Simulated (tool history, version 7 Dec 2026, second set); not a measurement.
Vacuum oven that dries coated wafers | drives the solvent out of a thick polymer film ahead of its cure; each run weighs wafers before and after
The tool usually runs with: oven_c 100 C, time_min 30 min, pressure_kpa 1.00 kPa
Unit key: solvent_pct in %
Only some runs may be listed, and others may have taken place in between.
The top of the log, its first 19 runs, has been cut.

| run | day | oven_c | time_min | pressure_kpa | solvent_pct |
|---|---|---|---|---|---|
| 20 | 19.008 | 100 | 18 | 1.00 | 3.39 |
| 21 | 19.733 | 100 | 30 | 0.77 | 1.31 |
| 22 | 20.383 | 100 | 33 | 0.65 | 0.99 |
| 23 | 21.404 | 100 | 30 | 3.97 | 3.26 |
| 24 | 22.667 | 100 | 30 | 3.97 | 3.26 |
| 25 | 23.888 | 100 | 23 | 0.70 | 2.02 |
| 26 | 24.904 | 100 | 23 | 0.70 | 2.07 |
| 27 | 26.162 | 100 | 23 | 0.70 | 2.08 |

Run 28 is up next; what results do you expect?
| 28 | 27.408 | 111 | 38 | 1.00 | ? |

Run 28 gave solvent_pct 0.52 %.
On a tool with no hidden condition, and with the same random variation, this run would have come out at solvent_pct 0.43 %.
